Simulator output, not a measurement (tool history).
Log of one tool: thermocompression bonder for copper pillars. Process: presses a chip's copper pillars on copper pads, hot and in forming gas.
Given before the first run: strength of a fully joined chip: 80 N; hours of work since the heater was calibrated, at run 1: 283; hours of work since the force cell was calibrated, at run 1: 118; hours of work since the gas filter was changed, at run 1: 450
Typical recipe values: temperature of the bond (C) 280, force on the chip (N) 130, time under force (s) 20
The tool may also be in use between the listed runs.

| run | day | temperature of the bond (C) | force on the chip (N) | time under force (s) | hours of work since the heater was calibrated | hours of work since the force cell was calibrated | hours of work since the gas filter was changed | force that shears a chip off (N) |
|---|---|---|---|---|---|---|---|---|
| 1 | 0 | 280 | 130 | 20 | 283 | 118 | 450 | 25.8 |
|  | 0.254 | forming gas filter changed |
| 2 | 1.829 | 280 | 144 | 20 | 309 | 144 | 23 | 30.6 |
| 3 | 4.354 | 280 | 144 | 20 | 346 | 181 | 60 | 29.5 |
| 4 | 6.708 | 280 | 144 | 20 | 380 | 215 | 94 | 29.9 |
| 5 | 8.333 | 267 | 130 | 20 | 404 | 239 | 117 | 22.7 |
| 6 | 10.208 | 280 | 130 | 20 | 431 | 266 | 145 | 26.5 |
| 7 | 12.229 | 280 | 130 | 17 | 460 | 295 | 174 | 24.6 |
| 8 | 14.367 | 280 | 130 | 17 | 491 | 327 | 205 | 24.2 |
| 9 | 16.858 | 280 | 130 | 20 | 528 | 363 | 241 | 25.6 |
| 10 | 17.925 | 280 | 130 | 18 | 543 | 378 | 257 | 24.3 |
| 11 | 19.925 | 280 | 179 | 18 | 572 | 407 | 286 | 33.2 |
| 12 | 21.208 | 280 | 179 | 18 | 591 | 426 | 304 | 31.6 |
| 13 | 23.029 | 280 | 179 | 18 | 617 | 452 | 331 | 32 |
| 14 | 24.592 | 280 | 179 | 18 | 640 | 475 | 353 | 32.3 |
| 15 | 26.529 | 270 | 130 | 20 | 668 | 503 | 382 | 21.8 |
| 16 | 28.192 | 270 | 130 | 20 | 692 | 527 | 406 | 21.6 |
| 17 | 29.425 | 270 | 130 | 20 | 710 | 545 | 424 | 21.6 |
| 18 | 30.85 | 280 | 130 | 20 | 731 | 566 | 444 | 23.4 |
|  | 31.333 | forming gas filter changed |
| 19 | 32.612 | 280 | 130 | 15 | 756 | 591 | 19 | 22.3 |
| 20 | 34.05 | 253 | 130 | 15 | 777 | 612 | 39 | 15.7 |
| 21 | 35.958 | 307 | 91 | 58 | 805 | 640 | 67 | 34.7 |
| 22 | 37.392 | 252 | 91 | 11 | 825 | 661 | 88 | 9.1 |
| 23 | 39.375 | 252 | 91 | 11 | 854 | 689 | 117 | 9 |
| 24 | 41.479 | 276 | 91 | 20 | 885 | 720 | 147 | 15.2 |
| 25 | 43.308 | 276 | 162 | 18 | 911 | 747 | 174 | 27.1 |
| 26 | 44.538 | 289 | 130 | 29 | 929 | 764 | 192 | 30.4 |
| 27 | 46.104 | 297 | 147 | 58 | 952 | 787 | 215 | 46 |
| 28 | 47.454 | 295 | 134 | 11 | 972 | 807 | 234 | 22 |
| 29 | 49.008 | 295 | 134 | 11 | 994 | 829 | 257 | 22.5 |
| 30 | 50.7 | 295 | 134 | 11 | 1019 | 854 | 281 | 22.7 |
|  | 51.462 | heater calibrated with a thermocouple chip |
| 31 | 52.688 | 283 | 136 | 20 | 18 | 882 | 309 | 27.2 |
| 32 | 54.221 | 283 | 136 | 20 | 40 | 904 | 331 | 27.7 |
| 33 | 56.225 | 272 | 160 | 13 | 69 | 933 | 360 | 24.4 |
| 34 | 57.708 | 267 | 193 | 17 | 91 | 955 | 382 | 29.4 |
| 35 | 60.004 | 267 | 193 | 17 | 124 | 988 | 415 | 30.3 |
| 36 | 62.346 | 267 | 193 | 17 | 158 | 1022 | 449 | 28.8 |
|  | 62.538 | forming gas filter changed |
| 37 | 64.117 | 267 | 193 | 17 | 183 | 1047 | 23 | 31.4 |
| 38 | 65.846 | 267 | 144 | 17 | 209 | 1072 | 48 | 22.3 |
|  | 67.279 | force cell calibrated |
| 39 | 67.388 | 264 | 128 | 38 | 230 | 2 | 70 | 29.9 |

For each run, the measured value with the value that run would have given without the tool's hidden condition subtracted. The run-to-run variation is shared by both, the gauge scatter possibly not:
Hidden state at play: true temperature of the bond over the reading, C; force that reaches the chip, % of what is set; oxide that the forming gas leaves, % of the face; drift of the gauge itself on shear_n, %.
| run | force that shears a chip off (N) |
|---|---|
| 1 | -3 |
| 2 | -1.6 |
| 3 | -1.9 |
| 4 | -2.4 |
| 5 | -2.2 |
| 6 | -2.7 |
| 7 | -2.8 |
| 8 | -3 |
| 9 | -3.4 |
| 10 | -3.6 |
| 11 | -4.8 |
| 12 | -5 |
| 13 | -5.3 |
| 14 | -5.6 |
| 15 | -4.4 |
| 16 | -4.7 |
| 17 | -4.8 |
| 18 | -5.3 |
| 19 | -3.5 |
| 20 | -3 |
| 21 | -5 |
| 22 | -2 |
| 23 | -2.1 |
| 24 | -3.5 |
| 25 | -5.8 |
| 26 | -6.3 |
| 27 | -7.8 |
| 28 | -5.5 |
| 29 | -5.7 |
| 30 | -5.8 |
| 31 | -3.8 |
| 32 | -4.1 |
| 33 | -3.8 |
| 34 | -4.8 |
| 35 | -5.3 |
| 36 | -5.6 |
| 37 | -4 |
| 38 | -3.4 |
| 39 | -1.4 |

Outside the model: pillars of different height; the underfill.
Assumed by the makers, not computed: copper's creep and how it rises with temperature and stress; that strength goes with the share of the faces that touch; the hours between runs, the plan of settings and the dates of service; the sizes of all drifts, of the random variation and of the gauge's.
